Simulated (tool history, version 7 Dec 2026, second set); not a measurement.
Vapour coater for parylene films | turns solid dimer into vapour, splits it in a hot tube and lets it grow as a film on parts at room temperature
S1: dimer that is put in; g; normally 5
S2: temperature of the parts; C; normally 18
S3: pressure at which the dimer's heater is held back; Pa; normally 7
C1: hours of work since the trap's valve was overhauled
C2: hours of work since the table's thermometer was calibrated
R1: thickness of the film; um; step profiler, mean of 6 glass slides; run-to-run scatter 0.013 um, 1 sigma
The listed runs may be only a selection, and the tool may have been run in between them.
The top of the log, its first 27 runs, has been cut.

run	hour	S1	S2	S3	C1	C2	R1
28	594.4	6	23	2.27	224	512	1.37
29	610.8	6	23	2.27	232	520	1.38
30	641.4	6	23	2.27	247	535	1.37
# hour 655.4: trap's valve overhauled
31	672	5	18	4.25	8	548	1.24
32	698.6	5	18	4.25	21	561	1.22
33	724.4	5	18	4.25	34	574	1.22
34	740.4	5	19	7	42	582	1.07
35	753.1	3	13	7	48	588	0.76
36	772.7	6	13	7	58	598	1.49
37	795.9	6	13	7	70	610	1.49
38	817.4	6	13	7	80	620	1.49
39	839.3	6	17	6.27	91	631	1.34
40	860.9	3	18	11.81	102	642	0.57
41	878.4	4	20	10.49	111	651	0.73
42	899.8	5	18	5.5	121	661	1.11
43	914.1	5	18	5.5	128	668	1.14
44	933.3	2	19	4.32	138	678	0.45
45	955.7	2	19	4.32	149	689	0.45
46	971.3	2	19	4.32	157	697	0.46

Each row is a separate what-if for the run after 46, all from the same tool condition, not one after another. Results?
A	997.2	2	19	3.25	169	710	?
B	997.2	2	25	6.93	169	710	?
C	997.2	7	17	2.62	169	710	?
D	997.2	2	16	5.08	169	710	?

run	R1
A	0.5
B	0.34
C	1.91
D	0.48
The same runs, with their run-to-run variation unchanged, on a tool lacking any hidden condition would have given:
run	R1
A	0.52
B	0.35
C	1.98
D	0.5

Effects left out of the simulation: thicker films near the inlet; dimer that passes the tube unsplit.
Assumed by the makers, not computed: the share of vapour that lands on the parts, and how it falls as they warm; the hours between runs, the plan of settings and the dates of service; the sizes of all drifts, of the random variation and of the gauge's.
